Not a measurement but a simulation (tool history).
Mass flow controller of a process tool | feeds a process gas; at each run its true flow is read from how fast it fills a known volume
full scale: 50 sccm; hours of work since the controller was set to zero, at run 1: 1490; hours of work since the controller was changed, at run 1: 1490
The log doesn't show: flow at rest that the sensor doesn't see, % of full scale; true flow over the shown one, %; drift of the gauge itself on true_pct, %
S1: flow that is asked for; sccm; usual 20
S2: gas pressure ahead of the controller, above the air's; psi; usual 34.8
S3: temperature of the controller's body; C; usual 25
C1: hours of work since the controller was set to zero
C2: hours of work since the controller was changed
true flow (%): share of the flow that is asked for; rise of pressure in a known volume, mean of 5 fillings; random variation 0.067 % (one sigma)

{"run": 1, "hour": 0.0, "S1": 20, "S2": 34.8, "S3": 25, "C1": 1490, "C2": 1490, "true flow (%)": 98.95}
{"run": 2, "hour": 41.1, "S1": 20, "S2": 21.5, "S3": 25, "C1": 1522, "C2": 1522, "true flow (%)": 98.12}
{"run": 3, "hour": 124.4, "S1": 20, "S2": 34.8, "S3": 25, "C1": 1587, "C2": 1587, "true flow (%)": 99.1}
{"run": 4, "hour": 187.5, "S1": 20, "S2": 30.5, "S3": 25, "C1": 1637, "C2": 1637, "true flow (%)": 98.85}
{"run": 5, "hour": 233.3, "S1": 20, "S2": 30.5, "S3": 25, "C1": 1672, "C2": 1672, "true flow (%)": 98.87}
{"run": 6, "hour": 286.5, "S1": 20, "S2": 34.8, "S3": 30, "C1": 1714, "C2": 1714, "true flow (%)": 99.22}
{"run": 7, "hour": 338.0, "S1": 25, "S2": 34.8, "S3": 25, "C1": 1754, "C2": 1754, "true flow (%)": 99.32}
{"run": 8, "hour": 375.2, "S1": 20, "S2": 34.8, "S3": 26, "C1": 1783, "C2": 1783, "true flow (%)": 99.25}
{"run": 9, "hour": 446.8, "S1": 20, "S2": 34.8, "S3": 26, "C1": 1839, "C2": 1839, "true flow (%)": 99.28}
{"run": 10, "hour": 497.3, "S1": 20, "S2": 34.8, "S3": 26, "C1": 1878, "C2": 1878, "true flow (%)": 99.33}
{"run": 11, "hour": 586.3, "S1": 8, "S2": 27.7, "S3": 21, "C1": 1948, "C2": 1948, "true flow (%)": 98.2}
{"run": 12, "hour": 636.6, "S1": 8, "S2": 31.8, "S3": 21, "C1": 1987, "C2": 1987, "true flow (%)": 98.5}
{"run": 13, "hour": 684.8, "S1": 8, "S2": 31.8, "S3": 21, "C1": 2025, "C2": 2025, "true flow (%)": 98.54}
{"run": 14, "hour": 743.5, "S1": 8, "S2": 24.7, "S3": 21, "C1": 2071, "C2": 2071, "true flow (%)": 98.25}
{"run": 15, "hour": 782.7, "S1": 8, "S2": 24.7, "S3": 21, "C1": 2101, "C2": 2101, "true flow (%)": 98.23}

Forecast each of these 3 alternatives for the next run:
{"run": "A", "hour": 829.3, "S1": 6, "S2": 34.8, "S3": 25, "C1": 2138, "C2": 2138, "true flow (%)": "?"}
{"run": "B", "hour": 829.3, "S1": 5, "S2": 34.8, "S3": 25, "C1": 2138, "C2": 2138, "true flow (%)": "?"}
{"run": "C", "hour": 829.3, "S1": 39, "S2": 24.7, "S3": 21, "C1": 2138, "C2": 2138, "true flow (%)": "?"}

run=A true_flow_(%)=98.80
run=B true_flow_(%)=98.73
run=C true_flow_(%)=99.75
Without the tool's hidden state the same runs would have given:
run=A true_flow_(%)=98.10
run=B true_flow_(%)=98.03
run=C true_flow_(%)=99.08
